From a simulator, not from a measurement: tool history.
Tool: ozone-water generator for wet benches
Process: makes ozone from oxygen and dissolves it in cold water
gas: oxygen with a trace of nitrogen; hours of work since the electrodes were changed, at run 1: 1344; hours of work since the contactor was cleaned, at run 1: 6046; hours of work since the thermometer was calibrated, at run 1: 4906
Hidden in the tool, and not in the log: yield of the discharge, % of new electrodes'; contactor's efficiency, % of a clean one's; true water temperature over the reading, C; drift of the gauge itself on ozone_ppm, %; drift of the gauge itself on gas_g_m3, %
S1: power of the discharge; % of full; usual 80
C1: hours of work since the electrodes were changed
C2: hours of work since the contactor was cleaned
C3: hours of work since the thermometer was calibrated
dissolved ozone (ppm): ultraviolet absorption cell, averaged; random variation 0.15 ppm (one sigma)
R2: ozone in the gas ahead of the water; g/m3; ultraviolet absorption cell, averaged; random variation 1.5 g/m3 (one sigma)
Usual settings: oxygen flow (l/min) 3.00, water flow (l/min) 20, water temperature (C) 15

run 1 hour=0.0 | S1=80 oxygen_flow_(l/min)=3.00 water_flow_(l/min)=20 water_temperature_(C)=15 | C1=1344 C2=6046 C3=4906 | dissolved_ozone_(ppm)=17.7 R2=273.6
run 2 hour=90.2 | S1=97 oxygen_flow_(l/min)=3.00 water_flow_(l/min)=20 water_temperature_(C)=15 | C1=1428 C2=6130 C3=4990 | dissolved_ozone_(ppm)=21.0 R2=321.9
run 3 hour=146.4 | S1=97 oxygen_flow_(l/min)=3.00 water_flow_(l/min)=20 water_temperature_(C)=15 | C1=1481 C2=6183 C3=5042 | dissolved_ozone_(ppm)=21.0 R2=321.4
run 4 hour=196.3 | S1=97 oxygen_flow_(l/min)=3.00 water_flow_(l/min)=20 water_temperature_(C)=15 | C1=1527 C2=6229 C3=5089 | dissolved_ozone_(ppm)=20.9 R2=324.8
run 5 hour=260.8 | S1=80 oxygen_flow_(l/min)=3.00 water_flow_(l/min)=30 water_temperature_(C)=15 | C1=1587 C2=6289 C3=5149 | dissolved_ozone_(ppm)=11.6 R2=271.1
run 6 hour=314.6 | S1=80 oxygen_flow_(l/min)=3.00 water_flow_(l/min)=20 water_temperature_(C)=11 | C1=1638 C2=6339 C3=5199 | dissolved_ozone_(ppm)=18.1 R2=272.5
run 7 hour=369.8 | S1=80 oxygen_flow_(l/min)=3.00 water_flow_(l/min)=20 water_temperature_(C)=15 | C1=1689 C2=6391 C3=5251 | dissolved_ozone_(ppm)=17.4 R2=272.3
run 8 hour=428.3 | S1=80 oxygen_flow_(l/min)=3.00 water_flow_(l/min)=20 water_temperature_(C)=15 | C1=1744 C2=6446 C3=5305 | dissolved_ozone_(ppm)=17.7 R2=274.2
run 9 hour=520.4 | S1=80 oxygen_flow_(l/min)=3.00 water_flow_(l/min)=20 water_temperature_(C)=15 | C1=1830 C2=6531 C3=5391 | dissolved_ozone_(ppm)=17.3 R2=271.4
run 10 hour=564.7 | S1=80 oxygen_flow_(l/min)=2.38 water_flow_(l/min)=20 water_temperature_(C)=15 | C1=1871 C2=6573 C3=5433 | dissolved_ozone_(ppm)=16.9 R2=317.4
run 11 hour=623.7 | S1=80 oxygen_flow_(l/min)=2.38 water_flow_(l/min)=20 water_temperature_(C)=15 | C1=1926 C2=6628 C3=5488 | dissolved_ozone_(ppm)=17.1 R2=314.3
-- hour=669.3 water thermometer calibrated
run 12 hour=677.5 | S1=80 oxygen_flow_(l/min)=2.38 water_flow_(l/min)=20 water_temperature_(C)=15 | C1=1976 C2=6678 C3=8 | dissolved_ozone_(ppm)=16.8 R2=311.7
run 13 hour=725.4 | S1=80 oxygen_flow_(l/min)=2.38 water_flow_(l/min)=20 water_temperature_(C)=15 | C1=2020 C2=6722 C3=52 | dissolved_ozone_(ppm)=17.0 R2=310.6
run 14 hour=773.5 | S1=80 oxygen_flow_(l/min)=2.38 water_flow_(l/min)=20 water_temperature_(C)=15 | C1=2065 C2=6767 C3=97 | dissolved_ozone_(ppm)=16.9 R2=311.9
run 15 hour=813.0 | S1=80 oxygen_flow_(l/min)=3.00 water_flow_(l/min)=20 water_temperature_(C)=15 | C1=2102 C2=6804 C3=134 | dissolved_ozone_(ppm)=17.6 R2=270.8
run 16 hour=863.7 | S1=80 oxygen_flow_(l/min)=3.00 water_flow_(l/min)=20 water_temperature_(C)=15 | C1=2149 C2=6851 C3=181 | dissolved_ozone_(ppm)=17.4 R2=271.7
run 17 hour=944.9 | S1=80 oxygen_flow_(l/min)=3.00 water_flow_(l/min)=20 water_temperature_(C)=15 | C1=2225 C2=6927 C3=257 | dissolved_ozone_(ppm)=17.6 R2=268.3
run 18 hour=996.5 | S1=80 oxygen_flow_(l/min)=3.00 water_flow_(l/min)=20 water_temperature_(C)=15 | C1=2273 C2=6975 C3=305 | dissolved_ozone_(ppm)=17.7 R2=268.3
run 19 hour=1056.8 | S1=80 oxygen_flow_(l/min)=3.29 water_flow_(l/min)=20 water_temperature_(C)=15 | C1=2330 C2=7031 C3=362 | dissolved_ozone_(ppm)=17.5 R2=256.7
run 20 hour=1115.9 | S1=59 oxygen_flow_(l/min)=3.29 water_flow_(l/min)=20 water_temperature_(C)=15 | C1=2385 C2=7087 C3=417 | dissolved_ozone_(ppm)=13.4 R2=195.7
run 21 hour=1170.8 | S1=87 oxygen_flow_(l/min)=3.00 water_flow_(l/min)=20 water_temperature_(C)=9 | C1=2436 C2=7138 C3=468 | dissolved_ozone_(ppm)=19.6 R2=290.5
run 22 hour=1236.9 | S1=96 oxygen_flow_(l/min)=4.24 water_flow_(l/min)=23 water_temperature_(C)=22 | C1=2498 C2=7199 C3=530 | dissolved_ozone_(ppm)=16.8 R2=254.1
run 23 hour=1325.7 | S1=96 oxygen_flow_(l/min)=4.24 water_flow_(l/min)=23 water_temperature_(C)=22 | C1=2580 C2=7282 C3=612 | dissolved_ozone_(ppm)=16.8 R2=255.3
run 24 hour=1381.1 | S1=67 oxygen_flow_(l/min)=3.00 water_flow_(l/min)=23 water_temperature_(C)=16 | C1=2632 C2=7334 C3=664 | dissolved_ozone_(ppm)=12.9 R2=231.3
run 25 hour=1453.7 | S1=49 oxygen_flow_(l/min)=2.21 water_flow_(l/min)=18 water_temperature_(C)=8 | C1=2700 C2=7402 C3=732 | dissolved_ozone_(ppm)=12.9 R2=211.2
run 26 hour=1502.1 | S1=61 oxygen_flow_(l/min)=4.97 water_flow_(l/min)=25 water_temperature_(C)=15 | C1=2745 C2=7447 C3=777 | dissolved_ozone_(ppm)=11.2 R2=155.7
run 27 hour=1564.0 | S1=61 oxygen_flow_(l/min)=4.97 water_flow_(l/min)=25 water_temperature_(C)=15 | C1=2803 C2=7505 C3=835 | dissolved_ozone_(ppm)=11.5 R2=156.1
run 28 hour=1637.6 | S1=61 oxygen_flow_(l/min)=4.97 water_flow_(l/min)=25 water_temperature_(C)=15 | C1=2871 C2=7573 C3=903 | dissolved_ozone_(ppm)=11.4 R2=156.7
run 29 hour=1686.6 | S1=61 oxygen_flow_(l/min)=4.97 water_flow_(l/min)=25 water_temperature_(C)=15 | C1=2917 C2=7619 C3=949 | dissolved_ozone_(ppm)=11.5 R2=155.4
run 30 hour=1738.4 | S1=61 oxygen_flow_(l/min)=4.97 water_flow_(l/min)=25 water_temperature_(C)=15 | C1=2965 C2=7667 C3=997 | dissolved_ozone_(ppm)=11.3 R2=156.3
run 31 hour=1816.9 | S1=61 oxygen_flow_(l/min)=4.97 water_flow_(l/min)=25 water_temperature_(C)=15 | C1=3039 C2=7740 C3=1071 | dissolved_ozone_(ppm)=11.2 R2=155.9
run 32 hour=1896.7 | S1=78 oxygen_flow_(l/min)=4.84 water_flow_(l/min)=27 water_temperature_(C)=8 | C1=3113 C2=7815 C3=1145 | dissolved_ozone_(ppm)=13.7 R2=195.5
run 33 hour=1976.5 | S1=80 oxygen_flow_(l/min)=2.11 water_flow_(l/min)=20 water_temperature_(C)=8 | C1=3187 C2=7889 C3=1219 | dissolved_ozone_(ppm)=17.3 R2=332.7

Measured less the same run without the tool's hidden state. The same run-to-run variation is in both; the gauge's scatter may not be:
run=1 dissolved_ozone_(ppm)=-1.2 R2=-2.9
run=2 dissolved_ozone_(ppm)=-1.5 R2=-4.2
run=3 dissolved_ozone_(ppm)=-1.6 R2=-4.4
run=4 dissolved_ozone_(ppm)=-1.6 R2=-4.7
run=5 dissolved_ozone_(ppm)=-0.9 R2=-3.6
run=6 dissolved_ozone_(ppm)=-1.3 R2=-3.8
run=7 dissolved_ozone_(ppm)=-1.3 R2=-3.9
run=8 dissolved_ozone_(ppm)=-1.3 R2=-4.1
run=9 dissolved_ozone_(ppm)=-1.4 R2=-4.4
run=10 dissolved_ozone_(ppm)=-1.4 R2=-5.2
run=11 dissolved_ozone_(ppm)=-1.4 R2=-5.4
run=12 dissolved_ozone_(ppm)=-1.3 R2=-5.5
run=13 dissolved_ozone_(ppm)=-1.4 R2=-5.7
run=14 dissolved_ozone_(ppm)=-1.3 R2=-5.8
run=15 dissolved_ozone_(ppm)=-1.4 R2=-5.2
run=16 dissolved_ozone_(ppm)=-1.5 R2=-5.4
run=17 dissolved_ozone_(ppm)=-1.5 R2=-5.5
run=18 dissolved_ozone_(ppm)=-1.4 R2=-5.6
run=19 dissolved_ozone_(ppm)=-1.4 R2=-5.5
run=20 dissolved_ozone_(ppm)=-1.1 R2=-3.3
run=21 dissolved_ozone_(ppm)=-1.7 R2=-7.1
run=22 dissolved_ozone_(ppm)=-1.6 R2=-6.9
run=23 dissolved_ozone_(ppm)=-1.7 R2=-7.2
run=24 dissolved_ozone_(ppm)=-1.1 R2=-5.0
run=25 dissolved_ozone_(ppm)=-1.0 R2=-3.4
run=26 dissolved_ozone_(ppm)=-1.1 R2=-3.3
run=27 dissolved_ozone_(ppm)=-1.1 R2=-3.4
run=28 dissolved_ozone_(ppm)=-1.1 R2=-3.4
run=29 dissolved_ozone_(ppm)=-1.1 R2=-3.6
run=30 dissolved_ozone_(ppm)=-1.1 R2=-3.6
run=31 dissolved_ozone_(ppm)=-1.1 R2=-3.7
run=32 dissolved_ozone_(ppm)=-1.5 R2=-6.0
run=33 dissolved_ozone_(ppm)=-1.7 R2=-10.6
